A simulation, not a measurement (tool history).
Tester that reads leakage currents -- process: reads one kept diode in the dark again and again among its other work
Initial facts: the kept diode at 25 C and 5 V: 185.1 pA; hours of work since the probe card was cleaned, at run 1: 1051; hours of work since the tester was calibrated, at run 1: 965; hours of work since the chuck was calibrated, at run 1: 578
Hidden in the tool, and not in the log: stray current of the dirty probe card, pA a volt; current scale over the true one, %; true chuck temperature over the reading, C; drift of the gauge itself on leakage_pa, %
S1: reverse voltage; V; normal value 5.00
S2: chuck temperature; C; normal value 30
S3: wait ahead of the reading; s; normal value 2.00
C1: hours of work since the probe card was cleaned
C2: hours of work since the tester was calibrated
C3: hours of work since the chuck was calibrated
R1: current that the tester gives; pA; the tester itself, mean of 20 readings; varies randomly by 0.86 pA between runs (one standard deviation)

Run 1, hour 0.0: usual settings; C1 1051; C2 965; C3 578. Result: R1 312.39 pA.
Run 2, hour 52.4: usual settings; C1 1086; C2 1001; C3 614. Result: R1 315.47 pA.
Run 3, hour 116.5: usual settings but S1 5.75 V; C1 1130; C2 1044; C3 657. Result: R1 337.51 pA.
Run 4, hour 190.6: usual settings but S1 5.75 V; C1 1180; C2 1094; C3 707. Result: R1 341.53 pA.
Run 5, hour 260.2: usual settings but S1 5.75 V; C1 1227; C2 1141; C3 754. Result: R1 343.05 pA.
Run 6, hour 330.3: usual settings but S1 5.75 V; C1 1274; C2 1188; C3 802. Result: R1 345.16 pA.
Run 7, hour 381.1: usual settings but S1 5.75 V; C1 1309; C2 1223; C3 836. Result: R1 349.22 pA.
Run 8, hour 429.6: usual settings but S1 5.75 V, S2 23 C; C1 1341; C2 1255; C3 869. Result: R1 196.51 pA.
Run 9, hour 490.7: usual settings but S1 1.82 V, S2 33 C, S3 4.47 s; C1 1383; C2 1297; C3 910. Result: R1 275.34 pA.
Run 10, hour 570.8: usual settings but S1 1.82 V, S2 33 C, S3 6.01 s; C1 1437; C2 1351; C3 964. Result: R1 278.85 pA.

Each row is a separate what-if for the run after 10, all from the same tool condition, not one after another. Results?
At hour 656.0: chuck's temperature calibrated.
Run A, hour 658.7: usual settings but S2 54 C; C1 1495; C2 1409; C3 2. Result: R1 ?.
At hour 656.0: chuck's temperature calibrated.
Run B, hour 658.7: usual settings but S1 6.91 V, S2 34 C, S3 2.21 s; C1 1495; C2 1409; C3 2. Result: R1 ?.
At hour 656.0: chuck's temperature calibrated.
Run C, hour 658.7: usual settings but S1 3.32 V, S2 58 C, S3 0.35 s; C1 1495; C2 1409; C3 2. Result: R1 ?.
At hour 656.0: chuck's temperature calibrated.
Run D, hour 658.7: usual settings but S1 1.82 V, S2 35 C, S3 3.97 s; C1 1495; C2 1409; C3 2. Result: R1 ?.

run       R1
  A  1870.58
  B   466.66
  C  2094.98
  D   285.20
Stripped of hidden state, with their random variation kept, the same runs would have yielded:
run       R1
  A  1855.25
  B   455.68
  C  2081.04
  D   281.22

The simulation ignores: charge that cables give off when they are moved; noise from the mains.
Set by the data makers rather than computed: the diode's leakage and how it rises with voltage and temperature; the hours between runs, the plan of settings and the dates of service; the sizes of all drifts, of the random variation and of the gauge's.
